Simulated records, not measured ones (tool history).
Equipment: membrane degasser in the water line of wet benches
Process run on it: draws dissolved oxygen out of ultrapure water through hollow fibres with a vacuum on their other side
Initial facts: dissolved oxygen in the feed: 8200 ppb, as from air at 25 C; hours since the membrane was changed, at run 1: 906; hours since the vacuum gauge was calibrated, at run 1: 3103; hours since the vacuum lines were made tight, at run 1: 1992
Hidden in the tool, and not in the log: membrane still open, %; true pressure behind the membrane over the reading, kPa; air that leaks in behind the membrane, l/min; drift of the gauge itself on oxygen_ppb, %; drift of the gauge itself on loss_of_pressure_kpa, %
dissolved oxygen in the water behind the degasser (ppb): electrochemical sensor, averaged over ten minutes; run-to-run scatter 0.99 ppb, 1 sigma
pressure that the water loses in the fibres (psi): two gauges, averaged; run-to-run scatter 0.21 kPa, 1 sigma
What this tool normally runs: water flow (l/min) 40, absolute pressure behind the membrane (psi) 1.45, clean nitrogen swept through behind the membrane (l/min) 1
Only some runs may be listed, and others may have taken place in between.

run,hour,water flow (l/min),absolute pressure behind the membrane (psi),clean nitrogen swept through behind the membrane (l/min),hours since the membrane was changed,hours since the vacuum gauge was calibrated,hours since the vacuum lines were made tight,dissolved oxygen in the water behind the degasser (ppb),pressure that the water loses in the fibres (psi)
1,0,40,1.45,1,906,3103,1992,521,7.007
2,19.4,40,1.45,1,925,3123,2011,519.9,7.044
3,52.8,40,1.45,1,959,3156,2044,522.4,7.1
4,72.9,40,1.45,0.62,979,3176,2065,734.6,7.092
5,93.5,40,1.45,0.62,999,3197,2085,734.7,7.126
6,130.5,40,1.45,1,1036,3234,2122,522.7,7.097
7,164,40,1.39,1,1070,3267,2156,492.3,7.156
8,199.2,40,1.39,1,1105,3302,2191,491.6,7.13
9,230.5,40,1.39,1,1136,3334,2222,493.4,7.158
10,268.2,62,1.45,1,1174,3371,2260,723.4,11.194
11,314.7,62,1.45,1,1221,3418,2306,725.7,11.207
12,361.4,62,1.45,1,1267,3465,2353,724.6,11.22
13,386.7,62,1.45,1,1293,3490,2378,724.6,11.229
# hour 407.6: gauge calibrated
14,409.8,62,1.45,1,1316,3513,2401,723.4,11
15,441.7,62,1.45,1,1348,3545,2433,724.3,11.029
16,470.4,62,1.45,1,1376,3574,2462,723.2,10.969
17,499.4,40,1.45,0.59,1405,3603,2491,761.5,7.143
18,521.9,37,1.45,1.69,1428,3625,2514,321,6.606
19,551.9,43,2.09,2.64,1458,3655,2544,401.5,7.622
20,585.9,30,3.18,0.58,1492,3689,2578,1558.4,5.369
21,631.5,57,2.55,0.51,1538,3735,2623,2002.4,10.201
22,676,57,2.55,0.51,1582,3779,2668,2000.8,10.302
23,707.5,60,1.45,1.55,1613,3811,2699,514.7,10.898
24,729.9,41,1.52,1.4,1636,3833,2722,436.5,7.365
25,773,37,1,1,1679,3876,2765,274.2,6.692
26,800,37,1,1,1706,3903,2792,274.4,6.701
27,826.6,50,2.36,1,1733,3930,2818,1122,9.016
28,866.7,50,2.36,1,1773,3970,2858,1124.3,9.169
29,891.6,50,2.36,1,1798,3995,2883,1120.8,9.11
30,933,50,2.36,1,1839,4036,2925,1121.5,9.13
31,963,40,0.87,0.58,1869,4066,2955,332.4,7.292

Predict each of these 4 candidate next runs independently; none follows another, all start after run 31:
A,997.6,63,1.36,0.46,1904,4101,2989,?,?
B,997.6,48,2.41,2.54,1904,4101,2989,?,?
C,997.6,35,1.17,0.58,1904,4101,2989,?,?
D,997.6,37,0.87,0.55,1904,4101,2989,?,?

run,dissolved oxygen in the water behind the degasser (ppb),pressure that the water loses in the fibres (psi)
A,1068.4,11.607
B,542,8.81
C,516.3,6.405
D,324.5,6.802
What these runs would have given with no unlogged condition in the tool:
run,dissolved oxygen in the water behind the degasser (ppb),pressure that the water loses in the fibres (psi)
A,1068.3,11.198
B,541.9,8.501
C,516.2,6.179
D,324.4,6.563

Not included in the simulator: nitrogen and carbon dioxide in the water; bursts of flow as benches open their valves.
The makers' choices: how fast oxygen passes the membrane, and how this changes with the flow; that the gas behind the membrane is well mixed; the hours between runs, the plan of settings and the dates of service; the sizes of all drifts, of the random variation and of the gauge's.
